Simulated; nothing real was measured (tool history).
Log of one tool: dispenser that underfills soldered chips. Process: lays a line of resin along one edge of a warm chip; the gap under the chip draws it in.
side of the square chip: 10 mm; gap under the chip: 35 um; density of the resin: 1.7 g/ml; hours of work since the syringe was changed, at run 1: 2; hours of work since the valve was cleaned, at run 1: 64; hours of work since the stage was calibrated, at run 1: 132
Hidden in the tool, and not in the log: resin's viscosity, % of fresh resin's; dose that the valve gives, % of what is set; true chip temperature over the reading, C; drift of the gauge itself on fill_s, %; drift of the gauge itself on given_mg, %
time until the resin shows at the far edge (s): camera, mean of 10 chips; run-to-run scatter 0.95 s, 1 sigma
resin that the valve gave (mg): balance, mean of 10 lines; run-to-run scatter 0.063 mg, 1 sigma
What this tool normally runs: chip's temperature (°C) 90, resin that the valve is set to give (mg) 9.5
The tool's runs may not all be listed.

run,hour,chip's temperature (°C),resin that the valve is set to give (mg),hours of work since the syringe was changed,hours of work since the valve was cleaned,hours of work since the stage was calibrated,time until the resin shows at the far edge (s),resin that the valve gave (mg)
1,0,90,9.5,2,64,132,104.9,9
2,4.7,86,9.5,5,68,135,154.3,8.93
3,7,90,9.5,6,69,137,148.3,8.75
4,11.1,90,9.5,9,72,139,184.1,8.87
# hour 12.9: new syringe of resin
5,15.7,79,9.5,2,75,142,157.7,8.9
6,20.4,79,9.5,5,78,145,205.6,8.93
7,25.2,79,9.5,8,81,148,266.4,8.74
# hour 28.7: new syringe of resin
8,29.2,79,9.5,0,83,151,136,8.76
9,31.8,79,9.5,2,85,152,160.7,8.77
10,35.1,79,9.5,4,87,155,186.9,8.68
11,38.8,79,9.5,7,89,157,231.5,8.76
12,42.3,102,9.5,9,92,159,119.5,8.69
# hour 44.7: new syringe of resin
13,44.8,102,9.5,0,93,161,57.8,8.64
14,49.4,102,9.5,3,96,164,73.4,8.75
15,53.3,102,9.5,6,99,166,89.8,8.75
16,57.2,102,9.5,8,101,169,110.4,8.67
# hour 60.4: new syringe of resin
17,61.7,100,10.84,1,104,172,67.6,9.86
18,65.3,85,9.33,3,106,174,144.9,8.41
19,67.8,85,9.33,5,108,176,164.4,8.44
20,70.7,85,9.33,7,110,178,194.5,8.36
# hour 76.1: new syringe of resin
21,76.4,86,9.58,0,114,181,104.7,8.6
22,81.3,77,11.98,3,117,184,192.9,10.75
23,85.6,77,11.98,6,120,187,235.9,10.57
24,91,77,11.98,10,123,191,306.9,10.61
# hour 91.7: new syringe of resin
# hour 95.3: dispensing valve cleaned and set on the balance
25,97.3,77,11.98,3,1,194,182.8,11.97
26,101.4,77,11.98,6,4,197,228.3,11.82
27,106.9,94,10.01,9,8,200,163.8,10.09
# hour 108.8: new syringe of resin
28,112.3,89,8.24,2,11,204,110.9,8.18
29,115.9,89,8.24,5,13,206,135.1,8.18
30,119.7,89,8.24,7,16,208,164.8,8.14
# hour 124.5: new syringe of resin
31,124.5,89,8.24,0,19,211,94.6,8.12

Forecast each of these 4 alternatives for the next run:
A,127.9,82,11.89,2,21,214,?,?
B,127.9,97,8.44,2,21,214,?,?
C,127.9,100,11.2,2,21,214,?,?
D,127.9,95,8.83,2,21,214,?,?

run,time until the resin shows at the far edge (s),resin that the valve gave (mg)
A,135.9,11.74
B,81.7,8.39
C,70.4,11
D,86.8,8.7
Had the tool no hidden state, the same runs would have come out as:
run,time until the resin shows at the far edge (s),resin that the valve gave (mg)
A,119.3,11.93
B,71.4,8.53
C,61.6,11.18
D,75.9,8.84

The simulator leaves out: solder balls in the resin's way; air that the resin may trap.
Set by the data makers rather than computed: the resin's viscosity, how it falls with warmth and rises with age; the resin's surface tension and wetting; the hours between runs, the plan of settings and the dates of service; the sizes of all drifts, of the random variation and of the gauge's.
